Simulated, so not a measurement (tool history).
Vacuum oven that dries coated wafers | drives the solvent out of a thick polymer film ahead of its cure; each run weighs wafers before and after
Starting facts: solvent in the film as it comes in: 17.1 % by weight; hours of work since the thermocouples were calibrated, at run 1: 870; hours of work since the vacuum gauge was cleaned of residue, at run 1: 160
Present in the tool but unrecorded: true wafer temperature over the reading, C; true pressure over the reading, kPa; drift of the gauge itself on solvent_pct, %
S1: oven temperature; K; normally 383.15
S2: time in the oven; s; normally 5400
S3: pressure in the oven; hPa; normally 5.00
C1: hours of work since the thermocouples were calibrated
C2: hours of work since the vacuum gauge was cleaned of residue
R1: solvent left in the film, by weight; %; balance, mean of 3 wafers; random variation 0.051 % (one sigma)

| run | day | S1 | S2 | S3 | C1 | C2 | R1 |
|---|---|---|---|---|---|---|---|
| 1 | 0.000 | 383.15 | 5400 | 5.00 | 870 | 160 | 1.13 |
| 2 | 0.608 | 383.15 | 5400 | 5.00 | 881 | 171 | 1.08 |
| 3 | 1.000 | 383.15 | 5400 | 5.00 | 888 | 178 | 1.15 |
| 4 | 1.804 | 383.15 | 5400 | 8.74 | 903 | 193 | 1.34 |
| 5 | 2.504 | 383.15 | 5400 | 8.74 | 916 | 205 | 1.30 |
| 6 | 3.175 | 383.15 | 5400 | 12.18 | 928 | 217 | 1.25 |
| 7 | 3.962 | 383.15 | 7020 | 5.00 | 942 | 231 | 0.64 |
| 8 | 4.767 | 383.15 | 7080 | 5.00 | 956 | 246 | 0.58 |
| 9 | 5.296 | 383.15 | 7080 | 5.00 | 966 | 255 | 0.72 |
| 10 | 5.829 | 383.15 | 7080 | 5.00 | 975 | 265 | 0.59 |
| 11 | 6.596 | 378.15 | 5400 | 5.00 | 989 | 279 | 2.44 |
| 12 | 7.379 | 378.15 | 5400 | 5.00 | 1003 | 293 | 2.25 |
| 13 | 7.779 | 378.15 | 5400 | 5.00 | 1010 | 300 | 2.45 |
| 14 | 8.258 | 378.15 | 5400 | 5.00 | 1019 | 309 | 2.33 |
| 15 | 9.075 | 383.15 | 5400 | 5.00 | 1034 | 323 | 1.16 |
| 16 | 9.558 | 383.15 | 5400 | 5.00 | 1042 | 332 | 1.16 |
| 17 | 9.992 | 383.15 | 5400 | 5.00 | 1050 | 340 | 1.21 |
| 18 | 10.342 | 383.15 | 5400 | 9.98 | 1056 | 346 | 1.24 |
| 19 | 11.083 | 383.15 | 5400 | 9.98 | 1070 | 359 | 1.42 |
| 20 | 11.692 | 383.15 | 5400 | 13.30 | 1081 | 370 | 1.49 |
| 21 | 12.504 | 383.15 | 5400 | 13.30 | 1095 | 385 | 1.47 |
| 22 | 13.300 | 383.15 | 5400 | 5.00 | 1110 | 399 | 1.24 |
| 23 | 13.858 | 383.15 | 5400 | 5.00 | 1120 | 409 | 1.33 |
| 24 | 14.412 | 383.15 | 5400 | 5.00 | 1130 | 419 | 1.39 |
| 25 | 14.842 | 383.15 | 5400 | 5.70 | 1137 | 427 | 1.20 |
| 26 | 15.246 | 383.15 | 5400 | 5.70 | 1145 | 434 | 1.26 |
| 27 | 16.000 | 396.15 | 5040 | 10.77 | 1158 | 448 | 0.39 |
| 28 | 16.429 | 383.15 | 6000 | 5.23 | 1166 | 456 | 0.95 |
| 29 | 17.171 | 376.15 | 5580 | 4.04 | 1179 | 469 | 2.94 |
| 30 | 17.817 | 381.15 | 7680 | 12.97 | 1191 | 481 | 1.08 |
| 31 | 18.246 | 387.15 | 7680 | 12.97 | 1199 | 488 | 0.59 |
| 32 | 18.854 | 383.15 | 4440 | 10.12 | 1210 | 499 | 1.90 |
| 33 | 19.438 | 397.15 | 5400 | 7.41 | 1220 | 510 | 0.23 |
| 34 | 20.233 | 397.15 | 5400 | 7.41 | 1234 | 524 | 0.16 |
| 35 | 20.700 | 397.15 | 5400 | 7.41 | 1243 | 532 | 0.14 |
| 36 | 21.492 | 385.15 | 2760 | 2.68 | 1257 | 547 | 3.19 |
| 37 | 21.988 | 385.15 | 2760 | 2.68 | 1266 | 556 | 3.22 |
| 38 | 22.425 | 385.15 | 2760 | 2.68 | 1274 | 564 | 3.20 |
| 39 | 23.146 | 387.15 | 5400 | 6.61 | 1287 | 576 | 0.74 |
| 40 | 23.617 | 387.15 | 5400 | 6.61 | 1295 | 585 | 0.74 |
| 41 | 24.421 | 387.15 | 5400 | 6.61 | 1310 | 599 | 0.73 |
| 42 | 25.133 | 387.15 | 5400 | 6.61 | 1322 | 612 | 0.64 |
| 43 | 25.542 | 388.15 | 4380 | 10.72 | 1330 | 620 | 1.16 |
| 44 | 25.892 | 388.15 | 7740 | 2.97 | 1336 | 626 | 0.26 |
| 45 | 26.383 | 376.15 | 6420 | 9.08 | 1345 | 635 | 2.58 |
| 46 | 27.038 | 383.15 | 5040 | 16.68 | 1357 | 646 | 1.82 |
| 47 | 27.421 | 383.15 | 5040 | 16.68 | 1364 | 653 | 1.82 |

4 options for the next run, each taken on its own from the tool as it stands now. Forecast them:
| A | 27.938 | 387.15 | 5040 | 16.68 | 1373 | 663 | ? |
| B | 27.938 | 383.15 | 5400 | 3.34 | 1373 | 663 | ? |
| C | 27.938 | 383.15 | 4500 | 5.00 | 1373 | 663 | ? |
| D | 27.938 | 380.15 | 5400 | 3.29 | 1373 | 663 | ? |

| run | R1 |
|---|---|
| A | 1.16 |
| B | 1.31 |
| C | 1.84 |
| D | 1.93 |
With the hidden condition removed and each run's random variation left untouched, the same runs would have given:
| run | R1 |
|---|---|
| A | 0.85 |
| B | 0.89 |
| C | 1.31 |
| D | 1.39 |

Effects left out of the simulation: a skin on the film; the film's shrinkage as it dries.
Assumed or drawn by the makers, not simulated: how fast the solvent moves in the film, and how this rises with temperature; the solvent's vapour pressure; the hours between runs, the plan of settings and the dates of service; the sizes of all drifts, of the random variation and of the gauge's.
